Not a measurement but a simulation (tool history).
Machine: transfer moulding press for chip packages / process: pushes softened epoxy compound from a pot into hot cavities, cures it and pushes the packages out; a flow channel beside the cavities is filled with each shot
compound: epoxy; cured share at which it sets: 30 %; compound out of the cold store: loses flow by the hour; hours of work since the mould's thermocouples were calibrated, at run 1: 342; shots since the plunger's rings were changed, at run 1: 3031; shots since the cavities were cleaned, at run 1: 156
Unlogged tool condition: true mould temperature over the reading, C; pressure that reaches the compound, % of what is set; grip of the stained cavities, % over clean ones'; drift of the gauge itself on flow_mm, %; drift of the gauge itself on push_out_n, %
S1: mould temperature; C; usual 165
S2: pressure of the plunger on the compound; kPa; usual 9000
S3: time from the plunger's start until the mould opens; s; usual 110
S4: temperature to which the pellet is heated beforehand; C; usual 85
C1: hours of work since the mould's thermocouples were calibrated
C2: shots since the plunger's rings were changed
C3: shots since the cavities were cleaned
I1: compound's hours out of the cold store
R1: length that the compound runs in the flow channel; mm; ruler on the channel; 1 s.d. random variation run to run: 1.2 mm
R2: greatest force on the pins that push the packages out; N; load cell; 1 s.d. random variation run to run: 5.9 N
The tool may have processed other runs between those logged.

run	hour	S1	S2	S3	S4	C1	C2	C3	I1	R1	R2
1	0	165	9000	110	85	342	3031	156	16.4	523	269
# hour 11.4: plunger's sealing rings changed
2	25.2	165	9000	137	85	358	154	409	13.4	546	285
3	45.4	165	9000	137	85	371	379	634	12.6	549	317
4	69.9	165	9000	110	85	387	651	906	24.7	509	403
# hour 78.3: cavities cleaned with cleaning compound and waxed
5	89.6	165	9000	110	85	400	854	126	39	465	502
6	114.4	165	9000	110	85	416	1130	402	13.9	539	508
7	140.9	165	9000	110	85	434	1425	697	13.6	541	520
8	157.2	165	9000	110	85	445	1606	878	29.6	489	503
# hour 167.2: cavities cleaned with cleaning compound and waxed
9	179.5	165	9000	110	85	459	1838	137	34.9	471	263
10	206.2	165	9000	110	85	477	2135	434	26.9	497	349
11	228.1	165	9000	110	85	491	2379	678	9.2	549	383
12	248.8	165	9000	110	85	505	2609	908	15.5	528	405
# hour 257.7: cavities cleaned with cleaning compound and waxed
# hour 265: cavities cleaned with cleaning compound and waxed, once more
13	267.9	165	9000	110	85	516	2788	33	15	529	247
14	292.4	165	9000	110	85	532	3061	306	31.7	476	301
# hour 298.9: plunger's sealing rings changed
15	325.5	165	9000	110	85	553	296	646	24.1	511	380
16	341.2	166	8140	109	85	563	471	821	37.2	448	377
# hour 356.4: cavities cleaned with cleaning compound and waxed
17	358.8	170	9000	110	86	574	651	27	15.2	531	209

For run 18, what comes out?
18	386.2	170	9000	110	86	592	955	331	33.9	?	?

{"run 18": {"R1": 473, "R2": 282}}
Had the tool carried no hidden state, the very same run would have given R1 476 mm, R2 191 N.

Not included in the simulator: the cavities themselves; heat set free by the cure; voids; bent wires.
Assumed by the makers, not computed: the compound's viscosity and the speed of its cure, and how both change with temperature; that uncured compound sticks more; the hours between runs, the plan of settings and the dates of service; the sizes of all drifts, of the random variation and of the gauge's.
